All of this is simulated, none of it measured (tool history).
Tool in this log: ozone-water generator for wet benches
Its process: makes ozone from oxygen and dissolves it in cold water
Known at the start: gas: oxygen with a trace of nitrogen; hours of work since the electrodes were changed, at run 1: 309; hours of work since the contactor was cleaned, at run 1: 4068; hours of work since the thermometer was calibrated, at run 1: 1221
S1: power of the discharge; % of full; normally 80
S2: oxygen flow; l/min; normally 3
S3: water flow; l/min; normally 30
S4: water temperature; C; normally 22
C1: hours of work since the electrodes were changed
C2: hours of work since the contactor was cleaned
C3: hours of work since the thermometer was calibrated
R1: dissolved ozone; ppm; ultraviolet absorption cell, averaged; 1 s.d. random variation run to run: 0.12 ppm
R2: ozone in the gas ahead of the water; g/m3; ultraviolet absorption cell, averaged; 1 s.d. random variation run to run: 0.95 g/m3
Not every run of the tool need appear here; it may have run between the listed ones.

run     day  S1    S2  S3  S4   C1    C2    C3    R1     R2
  1       0  80     3  30  22  309  4068  1221   9.7  164.2
  2   0.612  80     3  30  22  323  4081  1234   9.7  162.9
  3   1.329  80  5.31  30  22  338  4096  1250  10.4  118.5
  4   2.821  80  5.31  30  22  371  4129  1282  10.4  119.5
  5   3.625  80  5.31  30  22  388  4146  1299  10.3  119.2
  6     4.8  80  5.31  30  22  413  4172  1325  10.4  119.5
  7   6.062  80     3  30  22  441  4199  1352   9.6  162.8
  8   7.504  80     3  30  22  472  4230  1384   9.5  160.8
  9   8.154  80     3  30  22  486  4244  1398   9.4  162.7
 10   9.133  80     3  30  22  507  4265  1419   9.6  162.8
 11  10.012  80     3  30  22  526  4285  1438   9.5  162.8
 12  10.696  80     3  30  22  541  4299  1453   9.6  160.9
 13  11.717  92  2.67  30  25  563  4321  1475    10    192
 14  13.204  80     3  19  22  596  4354  1507  14.6  161.4
 15  14.192  80     3  44  30  617  4375  1528     6  161.3
 16   15.05  80     3  44  30  635  4394  1547   6.2  161.9
 17  15.788  43  4.82  44  30  651  4410  1563     4   76.9
 18  16.604  89  3.14  37  17  669  4427  1581   8.7    170
 19  17.533  89  3.14  37  17  689  4447  1601   8.9  171.8

Alternative continuations, all from the tool just after run 19; predict every row:
  A  18.738  89  3.14  43  20  715  4474  1627   ?   ?
  B  18.738  89  3.21  37  17  715  4474  1627   ?   ?
  C  18.738  89  2.63  37  17  715  4474  1627   ?   ?
  D  18.738  58  1.57  46  22  715  4474  1627   ?   ?
  E  18.738  89  3.14  37  22  715  4474  1627   ?   ?

run   R1     R2
  A  7.3  169.9
  B  8.8  168.6
  C  8.3  187.6
  D    4  178.4
  E  8.4  169.6
Stripped of hidden state, with their random variation kept, the same runs would have yielded:
run   R1     R2
  A  7.8  171.4
  B  9.4  170.1
  C  8.8  189.2
  D  4.3  179.5
  E    9    171
